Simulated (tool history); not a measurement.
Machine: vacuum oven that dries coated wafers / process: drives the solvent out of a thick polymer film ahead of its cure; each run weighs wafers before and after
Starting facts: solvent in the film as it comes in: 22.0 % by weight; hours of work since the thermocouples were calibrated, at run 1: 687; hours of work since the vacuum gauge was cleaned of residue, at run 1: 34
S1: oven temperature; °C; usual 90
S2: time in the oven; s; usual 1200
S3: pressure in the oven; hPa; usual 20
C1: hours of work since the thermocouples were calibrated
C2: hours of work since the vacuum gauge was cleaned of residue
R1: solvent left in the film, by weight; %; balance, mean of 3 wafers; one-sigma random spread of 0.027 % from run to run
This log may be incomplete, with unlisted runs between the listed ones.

run   hour   S1    S2    S3   C1   C2    R1
  1      0   90  1200    20  687   34  4.59
  2   16.3   90  1200    20  700   46  4.59
  3   34.8   85  1200    20  714   60  6.93
  4   53.5   85  1200    20  728   74  6.94
  5     65   85  1200    20  737   83  6.93
  6   82.8   85  1200    20  750   97  6.99
  7   95.8   85  1200    20  760  106  6.93
  8  104.5   92  1200    20  766  113  3.78
  9  114.3   90   660    20  774  120  8.28
 10  124.2   90  1200    20  781  128  4.62
 11  138.8   90  1200    20  792  139  4.61
 12  157.1   89  1200    20  806  153  5.02
 13  172.9  103   960    20  818  165   1.5
 14  181.2  103   960    20  825  171  1.48
 15  193.3  103   960    20  834  180  1.48
 16  211.5  103   960    20  847  194  1.51
 17    230   97  1380  54.5  861  208   3.2
 18  240.2   97  1860    20  869  216  1.22
 19  251.6   97  1860    20  878  224   1.2
     257.4  -- oven's thermocouples calibrated
 20  270.5   97  1860    20   10  237   1.2
 21  287.7   97  1860    20   23  250  1.21
 22  305.1   97  1860    20   36  263  1.18

3 options for the next run, each taken on its own from the tool as it stands now. Forecast them:
  A  324.3  97  1860    69  51  278   ?
  B  324.3  90   840    20  51  278   ?
  C  324.3  85  1200  19.9  51  278   ?

run    R1
  A  3.35
  B  6.71
  C  6.84
The same runs, with their run-to-run variation unchanged, on a tool lacking any hidden condition would have given:
run    R1
  A  3.35
  B  6.71
  C  6.84
